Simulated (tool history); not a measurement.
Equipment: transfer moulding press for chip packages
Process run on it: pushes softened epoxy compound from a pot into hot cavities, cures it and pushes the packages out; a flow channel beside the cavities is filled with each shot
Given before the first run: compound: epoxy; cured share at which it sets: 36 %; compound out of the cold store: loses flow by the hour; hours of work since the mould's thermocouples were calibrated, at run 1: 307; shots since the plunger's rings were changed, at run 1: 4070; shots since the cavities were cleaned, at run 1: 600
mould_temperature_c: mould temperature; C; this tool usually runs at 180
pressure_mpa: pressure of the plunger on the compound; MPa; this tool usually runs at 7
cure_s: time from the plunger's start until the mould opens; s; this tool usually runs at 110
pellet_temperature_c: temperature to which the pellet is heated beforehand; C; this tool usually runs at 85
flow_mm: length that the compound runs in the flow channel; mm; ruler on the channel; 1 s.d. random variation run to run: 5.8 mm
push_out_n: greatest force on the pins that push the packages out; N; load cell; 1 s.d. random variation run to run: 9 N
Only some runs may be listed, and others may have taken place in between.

run,hour,mould_temperature_c,pressure_mpa,cure_s,pellet_temperature_c,hours of work since the mould's thermocouples were calibrated,shots since the plunger's rings were changed,shots since the cavities were cleaned,incoming compound's hours out of the cold store,flow_mm,push_out_n
1,0,180,7,110,85,307,4070,600,41.1,728,592
2,12.1,180,7,110,85,317,4224,754,27.8,774,632
# hour 20: cavities cleaned with cleaning compound and waxed
3,24.8,174,7,110,85,325,4367,62,46.1,727,579
# hour 33.5: plunger's sealing rings changed
4,41.8,174,7,94,85,336,106,246,44.2,779,944
5,59.2,174,7,94,85,349,327,467,15.6,884,1123
6,73.2,174,7,94,85,360,505,645,19.6,867,1190
# hour 88.5: cavities cleaned with cleaning compound and waxed
7,88.5,174,7,94,85,370,681,0,34.6,808,759
8,108.6,172,7,110,85,386,937,256,12.4,895,878
9,129.4,180,7,110,85,402,1202,521,9,888,597
10,146.8,180,7,110,85,415,1423,742,23.2,823,614
# hour 150: mould's thermocouples calibrated
# hour 158: cavities cleaned with cleaning compound and waxed
11,170.8,180,7,110,85,15,1683,162,33.3,780,481
12,192.9,180,7,110,85,31,1964,443,40.2,757,576
13,218.3,180,7,110,85,51,2288,767,28.1,803,628
# hour 225.1: cavities cleaned with cleaning compound and waxed
# hour 229.3: mould's thermocouples calibrated, once more
14,241.6,180,7,110,85,9,2540,184,33.9,778,479
15,263,182,6.22,108,84,26,2813,457,28.1,740,534
16,280,172,7,110,85,39,3029,673,41.9,757,868
# hour 293.3: cavities cleaned with cleaning compound and waxed
17,303,181,5.52,144,92,55,3302,123,11,745,394
18,316.6,181,7.21,111,93,65,3475,296,45.8,726,496
19,329.2,181,7.21,111,93,75,3636,457,19.2,820,539
20,353.1,180,8.31,110,87,93,3940,761,22.7,860,633
# hour 360.3: cavities cleaned with cleaning compound and waxed
21,374.2,180,8.31,110,87,108,4189,177,31.1,826,491
22,385.3,185,5.67,107,86,116,4331,319,15.5,715,490
# hour 397: plunger's sealing rings changed
23,402.4,179,7.36,98,86,127,68,504,30.7,822,719
24,426,187,5.97,145,87,145,369,805,27.1,732,512
# hour 429.5: cavities cleaned with cleaning compound and waxed
25,449.4,187,5.97,145,82,162,648,254,15.9,775,442
26,469.8,180,7,117,85,177,907,513,27.2,801,538
27,493.4,184,5.89,97,85,195,1207,813,18.7,772,613

Consider 4 possible next runs. They are alternatives, not a sequence: every one starts from the tool as it was left by run 27. What does each give?
# hour 497.4: cavities cleaned with cleaning compound and waxed
A,522.3,180,7.02,110,85,216,1556,317,17.1,?,?
# hour 497.4: cavities cleaned with cleaning compound and waxed
B,522.3,180,7,141,85,216,1556,317,32.9,?,?
# hour 497.4: cavities cleaned with cleaning compound and waxed
C,522.3,180,7,111,85,216,1556,317,37.8,?,?
# hour 497.4: cavities cleaned with cleaning compound and waxed
D,522.3,180,7,124,85,216,1556,317,19.5,?,?

run,flow_mm,push_out_n
A,837,567
B,786,452
C,768,524
D,841,473
With the hidden condition removed and each run's random variation left untouched, the same runs would have given:
run,flow_mm,push_out_n
A,859,435
B,807,345
C,788,403
D,863,364

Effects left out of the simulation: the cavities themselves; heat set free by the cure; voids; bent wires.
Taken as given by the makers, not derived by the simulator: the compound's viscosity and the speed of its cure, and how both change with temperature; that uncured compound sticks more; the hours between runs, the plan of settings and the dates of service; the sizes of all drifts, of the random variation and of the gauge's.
